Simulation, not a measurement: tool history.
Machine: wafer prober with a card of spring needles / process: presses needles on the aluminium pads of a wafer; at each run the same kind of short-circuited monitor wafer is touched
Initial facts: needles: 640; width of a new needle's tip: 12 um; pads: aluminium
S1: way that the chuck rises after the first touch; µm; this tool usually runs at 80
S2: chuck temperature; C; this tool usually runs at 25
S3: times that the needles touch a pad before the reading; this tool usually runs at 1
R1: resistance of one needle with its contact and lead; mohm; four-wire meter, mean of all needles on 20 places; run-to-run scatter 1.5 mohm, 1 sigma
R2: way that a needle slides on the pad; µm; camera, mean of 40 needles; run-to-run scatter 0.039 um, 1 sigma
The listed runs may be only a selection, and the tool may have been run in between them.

Run 1, hour 0: usual settings. Result: R1 135 mohm, R2 12.54 µm.
At hour 1.4: tips cleaned on abrasive film.
At hour 6.7: tips cleaned on abrasive film.
At hour 12: tips cleaned on abrasive film.
Run 2, hour 15.1: usual settings. Result: R1 135 mohm, R2 12.55 µm.
At hour 17.7: tips cleaned on abrasive film.
At hour 23: tips cleaned on abrasive film.
At hour 29.4: tips cleaned on abrasive film.
At hour 34.7: tips cleaned on abrasive film.
At hour 40.1: tips cleaned on abrasive film.
Run 3, hour 40.1: usual settings. Result: R1 134 mohm, R2 12.59 µm.
At hour 46: tips cleaned on abrasive film.
At hour 51.3: tips cleaned on abrasive film.
Run 4, hour 52.1: usual settings but S3 2. Result: R1 134 mohm, R2 12.57 µm.
At hour 57.3: tips cleaned on abrasive film.
At hour 63: tips cleaned on abrasive film.
Run 5, hour 63: usual settings but S3 2. Result: R1 135 mohm, R2 12.61 µm.
At hour 69.6: tips cleaned on abrasive film.
At hour 76: tips cleaned on abrasive film.
At hour 82.3: tips cleaned on abrasive film.
Run 6, hour 85.3: usual settings but S3 2. Result: R1 132 mohm, R2 12.66 µm.
At hour 87.8: tips cleaned on abrasive film.
At hour 93.1: tips cleaned on abrasive film.
Run 7, hour 98: usual settings but S1 95 µm. Result: R1 132 mohm, R2 15.08 µm.
At hour 99.4: tips cleaned on abrasive film.
At hour 105.6: tips cleaned on abrasive film.
At hour 110.9: tips cleaned on abrasive film.
At hour 117.3: tips cleaned on abrasive film.
Run 8, hour 119.7: usual settings but S1 95 µm. Result: R1 134 mohm, R2 15.08 µm.
At hour 123.4: tips cleaned on abrasive film.
At hour 128.7: tips cleaned on abrasive film.
At hour 134.3: tips cleaned on abrasive film.
Run 9, hour 134.3: usual settings but S1 95 µm. Result: R1 131 mohm, R2 15.08 µm.
At hour 140.6: tips cleaned on abrasive film.
At hour 146.7: tips cleaned on abrasive film.
Run 10, hour 147.3: usual settings but S1 95 µm. Result: R1 134 mohm, R2 15 µm.
At hour 152.5: tips cleaned on abrasive film.
At hour 158.7: tips cleaned on abrasive film.
At hour 164.9: tips cleaned on abrasive film.
At hour 170.2: tips cleaned on abrasive film.
Run 11, hour 172.2: usual settings but S1 95 µm. Result: R1 132 mohm, R2 15.07 µm.
At hour 176.2: tips cleaned on abrasive film.
At hour 181.5: tips cleaned on abrasive film.
Run 12, hour 185: usual settings but S1 95 µm, S2 42 C. Result: R1 133 mohm, R2 15.1 µm.
At hour 187.6: tips cleaned on abrasive film.
At hour 192.9: tips cleaned on abrasive film.
At hour 199.5: tips cleaned on abrasive film.
Run 13, hour 200.6: usual settings but S1 95 µm, S2 42 C. Result: R1 135 mohm, R2 15.14 µm.
At hour 205.9: tips cleaned on abrasive film.
At hour 211.2: tips cleaned on abrasive film.
At hour 217.6: tips cleaned on abrasive film.
Run 14, hour 220.9: usual settings but S1 95 µm, S2 42 C. Result: R1 136 mohm, R2 15.2 µm.
At hour 223.6: tips cleaned on abrasive film.
At hour 230.2: tips cleaned on abrasive film.
At hour 236.8: tips cleaned on abrasive film.
Run 15, hour 240.9: usual settings but S1 70 µm, S2 39 C, S3 2. Result: R1 136 mohm, R2 11.2 µm.
At hour 242.3: tips cleaned on abrasive film.
At hour 248.7: tips cleaned on abrasive film.
At hour 255.2: tips cleaned on abrasive film.
At hour 261.5: tips cleaned on abrasive film.
Run 16, hour 262.8: usual settings but S1 76 µm, S2 28 C. Result: R1 134 mohm, R2 12.15 µm.
At hour 267.8: tips cleaned on abrasive film.
At hour 273.1: tips cleaned on abrasive film.
Run 17, hour 273.2: usual settings but S1 95 µm, S2 28 C, S3 3. Result: R1 135 mohm, R2 15.16 µm.
At hour 279.4: tips cleaned on abrasive film.
At hour 281: height of the first contact set anew.
At hour 285: tips cleaned on abrasive film.
Run 18, hour 288: usual settings but S1 93 µm, S2 28 C, S3 2. Result: R1 132 mohm, R2 14.79 µm.
At hour 290.7: tips cleaned on abrasive film.
At hour 296.8: tips cleaned on abrasive film.
At hour 301.8: gauge calibrated.
At hour 303.2: tips cleaned on abrasive film.
Run 19, hour 305.7: usual settings but S1 93 µm, S2 28 C, S3 2. Result: R1 133 mohm, R2 14.64 µm.
At hour 309.7: tips cleaned on abrasive film.
At hour 315: tips cleaned on abrasive film.
Run 20, hour 318.7: usual settings but S1 99 µm, S2 31 C, S3 3. Result: R1 135 mohm, R2 15.55 µm.
At hour 321.4: tips cleaned on abrasive film.
At hour 327.5: tips cleaned on abrasive film.
At hour 333.9: tips cleaned on abrasive film.
At hour 340.3: tips cleaned on abrasive film.
Run 21, hour 342.8: usual settings but S1 99 µm, S2 31 C, S3 3. Result: R1 134 mohm, R2 15.61 µm.
At hour 346.8: tips cleaned on abrasive film.
At hour 352.1: tips cleaned on abrasive film.
At hour 358.6: tips cleaned on abrasive film.
At hour 364.7: tips cleaned on abrasive film.
Run 22, hour 364.7: usual settings but S1 64 µm. Result: R1 137 mohm, R2 10.14 µm.
At hour 371.3: tips cleaned on abrasive film.
Run 23, hour 375: usual settings but S1 64 µm. Result: R1 136 mohm, R2 10.09 µm.
At hour 377.7: tips cleaned on abrasive film.
At hour 383.7: tips cleaned on abrasive film.
At hour 389.9: tips cleaned on abrasive film.
At hour 395.2: tips cleaned on abrasive film.
Run 24, hour 399: usual settings but S1 64 µm. Result: R1 136 mohm, R2 10.09 µm.
At hour 401.4: tips cleaned on abrasive film.
At hour 407.9: tips cleaned on abrasive film.
At hour 414.3: tips cleaned on abrasive film.
Run 25, hour 419.3: usual settings but S1 64 µm. Result: R1 133 mohm, R2 10.09 µm.
At hour 420.7: tips cleaned on abrasive film.
At hour 427.3: tips cleaned on abrasive film.
At hour 433.6: tips cleaned on abrasive film.
Run 26, hour 434.8: usual settings but S1 78 µm, S2 34 C, S3 2. Result: R1 138 mohm, R2 12.34 µm.
At hour 440.1: tips cleaned on abrasive film.
At hour 446.5: tips cleaned on abrasive film.
Run 27, hour 449.1: usual settings but S1 78 µm, S2 53 C, S3 2. Result: R1 139 mohm, R2 12.38 µm.

For each run, the measured value with the value that run would have given without the tool's hidden condition subtracted. The run-to-run variation is shared by both, the gauge scatter possibly not:
What the log doesn't record here: debris on the tips, nm; way that the needles fall short of the set height, um; tips' diameter, um; drift of the gauge itself on contact_mohm, %; drift of the gauge itself on scrub_um, %.
run     R2
  1     +0
  2  +0.01
  3  +0.02
  4  +0.03
  5  +0.04
  6  +0.06
  7  +0.08
  8   +0.1
  9  +0.11
 10  +0.12
 11  +0.14
 12  +0.14
 13  +0.16
 14  +0.18
 15  +0.14
 16  +0.17
 17  +0.22
 18  +0.23
 19     +0
 20  +0.01
 21  +0.03
 22  +0.04
 23  +0.04
 24  +0.05
 25  +0.06
 26  +0.08
 27   +0.1
R1: within 1 mohm of the measured result in every run.

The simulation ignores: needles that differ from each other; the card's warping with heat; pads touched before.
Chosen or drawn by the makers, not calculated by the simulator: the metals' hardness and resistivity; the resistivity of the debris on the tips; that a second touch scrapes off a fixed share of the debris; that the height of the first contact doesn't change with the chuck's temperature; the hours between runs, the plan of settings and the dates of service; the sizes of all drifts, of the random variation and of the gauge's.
